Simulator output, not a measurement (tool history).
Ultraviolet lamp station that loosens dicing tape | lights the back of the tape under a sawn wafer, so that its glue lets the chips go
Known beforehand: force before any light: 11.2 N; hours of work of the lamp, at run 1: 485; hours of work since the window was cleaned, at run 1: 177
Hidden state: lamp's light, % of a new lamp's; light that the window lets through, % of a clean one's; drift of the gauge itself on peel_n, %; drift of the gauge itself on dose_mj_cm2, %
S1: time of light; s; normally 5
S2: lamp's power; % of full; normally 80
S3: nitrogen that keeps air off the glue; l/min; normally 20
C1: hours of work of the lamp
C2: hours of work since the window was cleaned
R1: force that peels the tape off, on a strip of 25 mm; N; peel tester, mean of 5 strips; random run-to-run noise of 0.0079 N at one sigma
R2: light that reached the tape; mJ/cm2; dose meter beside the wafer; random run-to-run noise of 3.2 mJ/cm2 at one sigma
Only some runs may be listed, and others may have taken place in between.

run 1 hour=0 | S1=5 S2=80 S3=20 | C1=485 C2=177 | R1=0.317 R2=494
run 2 hour=65.4 | S1=5 S2=80 S3=20 | C1=517 C2=208 | R1=0.318 R2=493
run 3 hour=146.8 | S1=5 S2=80 S3=20 | C1=557 C2=248 | R1=0.31 R2=491
run 4 hour=211.1 | S1=5 S2=80 S3=20 | C1=588 C2=280 | R1=0.305 R2=497
run 5 hour=268.2 | S1=5 S2=98 S3=20 | C1=616 C2=307 | R1=0.247 R2=610
run 6 hour=351.6 | S1=5 S2=80 S3=20 | C1=657 C2=348 | R1=0.313 R2=497
run 7 hour=396.1 | S1=5 S2=80 S3=20 | C1=678 C2=370 | R1=0.312 R2=496
run 8 hour=434.5 | S1=4 S2=80 S3=20 | C1=697 C2=388 | R1=0.445 R2=398
run 9 hour=487.9 | S1=4 S2=80 S3=20 | C1=723 C2=415 | R1=0.433 R2=395
run 10 hour=537.4 | S1=4 S2=80 S3=20 | C1=747 C2=439 | R1=0.456 R2=394
run 11 hour=581.7 | S1=5 S2=66 S3=20 | C1=769 C2=460 | R1=0.423 R2=410
run 12 hour=641.5 | S1=5 S2=66 S3=20 | C1=798 C2=489 | R1=0.423 R2=405
-- hour=656.8 window cleaned of glue's vapour
run 13 hour=724 | S1=5 S2=80 S3=20 | C1=838 C2=33 | R1=0.281 R2=498
run 14 hour=806.8 | S1=5 S2=80 S3=20 | C1=878 C2=73 | R1=0.32 R2=498
run 15 hour=854 | S1=5 S2=80 S3=20 | C1=901 C2=96 | R1=0.317 R2=491
run 16 hour=939.8 | S1=5 S2=80 S3=20 | C1=943 C2=138 | R1=0.312 R2=492
run 17 hour=1025.1 | S1=5 S2=80 S3=7 | C1=985 C2=180 | R1=0.573 R2=493
run 18 hour=1101 | S1=8 S2=80 S3=20 | C1=1022 C2=217 | R1=0.234 R2=800
run 19 hour=1185.9 | S1=5 S2=98 S3=20 | C1=1063 C2=258 | R1=0.244 R2=616
run 20 hour=1247.9 | S1=5 S2=98 S3=20 | C1=1093 C2=288 | R1=0.255 R2=605
run 21 hour=1309.7 | S1=5 S2=80 S3=10 | C1=1124 C2=318 | R1=0.473 R2=495
run 22 hour=1359.4 | S1=5 S2=80 S3=37 | C1=1148 C2=343 | R1=0.257 R2=499
run 23 hour=1409.9 | S1=4 S2=69 S3=9 | C1=1172 C2=367 | R1=1.099 R2=346
run 24 hour=1453.2 | S1=4 S2=69 S3=9 | C1=1194 C2=388 | R1=1.105 R2=339
run 25 hour=1494.6 | S1=4 S2=69 S3=9 | C1=1214 C2=409 | R1=1.093 R2=341
run 26 hour=1540.9 | S1=8 S2=80 S3=27 | C1=1236 C2=431 | R1=0.227 R2=794
-- hour=1546.6 lamp changed
run 27 hour=1589 | S1=4 S2=73 S3=14 | C1=21 C2=454 | R1=0.698 R2=362
-- hour=1676.9 window cleaned of glue's vapour
run 28 hour=1677.7 | S1=4 S2=73 S3=14 | C1=64 C2=0 | R1=0.685 R2=367
run 29 hour=1743.3 | S1=4 S2=90 S3=9 | C1=96 C2=32 | R1=0.631 R2=444
run 30 hour=1806.3 | S1=4 S2=90 S3=9 | C1=126 C2=63 | R1=0.612 R2=445
run 31 hour=1855.8 | S1=4 S2=90 S3=9 | C1=151 C2=87 | R1=0.617 R2=447
run 32 hour=1904.9 | S1=4 S2=69 S3=13 | C1=174 C2=111 | R1=0.814 R2=342
run 33 hour=1951.7 | S1=3 S2=78 S3=6 | C1=197 C2=134 | R1=1.886 R2=288
run 34 hour=1994 | S1=5 S2=76 S3=20 | C1=218 C2=155 | R1=0.323 R2=475
run 35 hour=2076.8 | S1=5 S2=76 S3=20 | C1=258 C2=195 | R1=0.318 R2=474
run 36 hour=2164 | S1=5 S2=76 S3=10 | C1=301 C2=238 | R1=0.512 R2=472
run 37 hour=2213.2 | S1=5 S2=64 S3=20 | C1=325 C2=262 | R1=0.433 R2=397
run 38 hour=2254.3 | S1=8 S2=94 S3=20 | C1=345 C2=282 | R1=0.229 R2=931
run 39 hour=2301.5 | S1=3 S2=94 S3=18 | C1=368 C2=305 | R1=0.586 R2=350
run 40 hour=2366.1 | S1=6 S2=83 S3=34 | C1=399 C2=336 | R1=0.241 R2=617
run 41 hour=2417.6 | S1=7 S2=80 S3=10 | C1=425 C2=361 | R1=0.276 R2=690
run 42 hour=2495.6 | S1=7 S2=60 S3=10 | C1=463 C2=399 | R1=0.432 R2=526
run 43 hour=2538 | S1=7 S2=80 S3=20 | C1=483 C2=420 | R1=0.236 R2=687

Take each entry between the runs: how does the hidden state at the last listed run before it differ from the hidden state at the first listed run after it?
Logged between run 12 and run 13: window cleaned of glue's vapour (hour 656.8)
  light that the window lets through, % of a clean one's: 99.9 -> 100
Logged between run 26 and run 27: lamp changed (hour 1546.6)
  lamp's light, % of a new lamp's: 99.7 -> 100
Logged between run 27 and run 28: window cleaned of glue's vapour (hour 1676.9)
  light that the window lets through, % of a clean one's: 99.9 -> 100
